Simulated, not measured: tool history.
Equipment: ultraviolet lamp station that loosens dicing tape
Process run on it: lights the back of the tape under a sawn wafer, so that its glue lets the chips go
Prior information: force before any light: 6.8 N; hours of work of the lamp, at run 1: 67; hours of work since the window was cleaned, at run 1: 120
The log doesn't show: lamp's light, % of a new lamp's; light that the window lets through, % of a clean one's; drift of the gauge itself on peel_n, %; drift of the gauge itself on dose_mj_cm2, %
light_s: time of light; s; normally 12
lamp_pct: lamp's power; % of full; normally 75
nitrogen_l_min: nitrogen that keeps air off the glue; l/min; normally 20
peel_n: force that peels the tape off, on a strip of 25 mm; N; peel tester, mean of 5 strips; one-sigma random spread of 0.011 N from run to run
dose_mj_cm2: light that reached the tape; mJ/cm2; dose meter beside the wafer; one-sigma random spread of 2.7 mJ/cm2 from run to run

run    hour  light_s  lamp_pct  nitrogen_l_min  hours of work of the lamp  hours of work since the window was cleaned  peel_n  dose_mj_cm2
  1     0.0       12        75              20                         67                                         120   0.479          362
  2    56.9       12        75              20                         95                                         148   0.484          363
  3   117.5       12        75              20                        125                                         177   0.468          358
      183.4  -- window cleaned of glue's vapour
  4   206.1       12        75              20                        168                                          11   0.464          357
  5   279.8       12        75              20                        204                                          47   0.459          357
  6   358.5       12        75              15                        243                                          86   0.595          361
  7   435.1       12        75              15                        281                                         124   0.603          353
  8   510.7       12        75              15                        318                                         161   0.603          361
  9   576.8       12        75              15                        350                                         193   0.609          353
      614.8  -- window cleaned of glue's vapour
 10   651.8       12        75              15                        387                                          18   0.615          354
 11   701.7       12        75               9                        411                                          43   0.906          355
 12   757.6       12        61              20                        439                                          70   0.711          291
 13   822.2       12        75              20                        471                                         102   0.480          357
 14   866.5       12        75              20                        492                                         124   0.469          360
 15   906.4       12        75               8                        512                                         143   0.970          362
 16   976.7       12        75               8                        546                                         178   0.976          350
     1043.6  -- window cleaned of glue's vapour
 17  1043.6       12        75              20                        579                                           0   0.467          357
     1116.1  -- lamp changed
 18  1131.5       12        75              20                          8                                          43   0.474          355
 19  1204.5       12        75              20                         43                                          78   0.473          357
 20  1259.5       12        75              20                         70                                         106   0.458          355
 21  1319.9       13        75              20                        100                                         135   0.406          395
 22  1378.4       12        75              19                        129                                         164   0.462          358
 23  1458.0       12        75              12                        168                                         203   0.721          359
     1474.2  -- window cleaned of glue's vapour
 24  1545.8       12        75              12                        211                                          35   0.697          364
 25  1582.9       12        75              12                        229                                          53   0.695          355
 26  1631.6       11        72              20                        253                                          77   0.602          319
 27  1685.2       11        74              20                        279                                         104   0.586          323
 28  1772.4       12        86              20                        322                                         146   0.361          406
 29  1852.5       12        91              20                        361                                         186   0.332          434
 30  1894.9       12        91              20                        382                                         207   0.327          432
     1901.5  -- window cleaned of glue's vapour
 31  1937.0       12        71              17                        403                                          17   0.590          337
 32  1984.4        8        71              17                        426                                          41   1.212          226
 33  2033.6        8        71              17                        450                                          65   1.224          224
 34  2094.7        8        72              17                        480                                          95   1.223          232
 35  2171.1        8        72              17                        518                                         132   1.233          227
 36  2225.1        7        63              17                        544                                         159   1.742          171
 37  2292.9        7        89               8                        577                                         192   1.682          247
     2331.9  -- window cleaned of glue's vapour
 38  2360.1       16        75              20                        610                                          14   0.286          474
     2370.3  -- lamp changed
 39  2404.4       16        75              20                         17                                          35   0.287          478
 40  2475.0       20        80               8                         51                                          70   0.334          641
 41  2537.2       20        80               8                         82                                         100   0.338          644
 42  2585.4       17        91              13                        106                                         124   0.252          614
 43  2667.9       11        75               9                        146                                         164   1.046          326

4 options for the next run, each taken on its own from the tool as it stands now. Forecast them:
  A  2754.2       18        69               6                        189                                         207       ?            ?
  B  2754.2       11        72              33                        189                                         207       ?            ?
  C  2754.2        9        75              10                        189                                         207       ?            ?
  D  2754.2       11        79              32                        189                                         207       ?            ?

run  peel_n  dose_mj_cm2
  A   0.674          492
  B   0.428          317
  C   1.334          268
  D   0.369          345
With the hidden condition removed and each run's random variation left untouched, the same runs would have given:
run  peel_n  dose_mj_cm2
  A   0.671          493
  B   0.426          317
  C   1.329          268
  D   0.368          346

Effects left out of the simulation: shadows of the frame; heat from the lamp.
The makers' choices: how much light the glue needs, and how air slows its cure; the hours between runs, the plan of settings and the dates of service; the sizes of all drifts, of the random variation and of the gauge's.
